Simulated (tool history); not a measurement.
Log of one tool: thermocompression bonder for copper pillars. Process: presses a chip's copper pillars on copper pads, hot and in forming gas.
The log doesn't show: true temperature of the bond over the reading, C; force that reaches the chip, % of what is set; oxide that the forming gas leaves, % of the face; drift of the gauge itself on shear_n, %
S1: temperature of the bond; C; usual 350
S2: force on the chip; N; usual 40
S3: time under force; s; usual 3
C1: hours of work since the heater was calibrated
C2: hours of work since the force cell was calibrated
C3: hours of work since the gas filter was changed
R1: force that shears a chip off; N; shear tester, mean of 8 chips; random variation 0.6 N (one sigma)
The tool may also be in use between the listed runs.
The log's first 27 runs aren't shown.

run	hour	S1	S2	S3	C1	C2	C3	R1
# hour 1350.9: forming gas filter changed
28	1368.1	350	24	2	1181	1181	7	31.2
29	1428.5	350	24	2	1205	1205	31	31.3
30	1458.3	374	24	5	1217	1217	43	56.5
31	1521.3	374	24	5	1242	1242	68	55.5
32	1555	351	31	3	1256	1256	82	49
33	1603.8	368	40	2	1275	1275	102	64.4
34	1663.4	368	40	2	1299	1299	126	64
35	1737.1	368	40	5	1329	1329	155	82.8
36	1779.1	364	43	3	1346	1346	172	74.9
37	1830	365	53	3	1366	1366	192	88.1

Forecast each of these 5 alternatives for the next run:
A	1893.9	327	40	2	1392	1392	218	?
B	1893.9	350	40	7	1392	1392	218	?
C	1893.9	371	40	2	1392	1392	218	?
D	1893.9	341	34	2	1392	1392	218	?
E	1893.9	339	29	3	1392	1392	218	?

run	R1
A	42.4
B	79.6
C	65.3
D	40.4
E	39.1
Without the tool's hidden state the same runs would have given:
run	R1
A	44.8
B	83
C	67.7
D	42.5
E	41
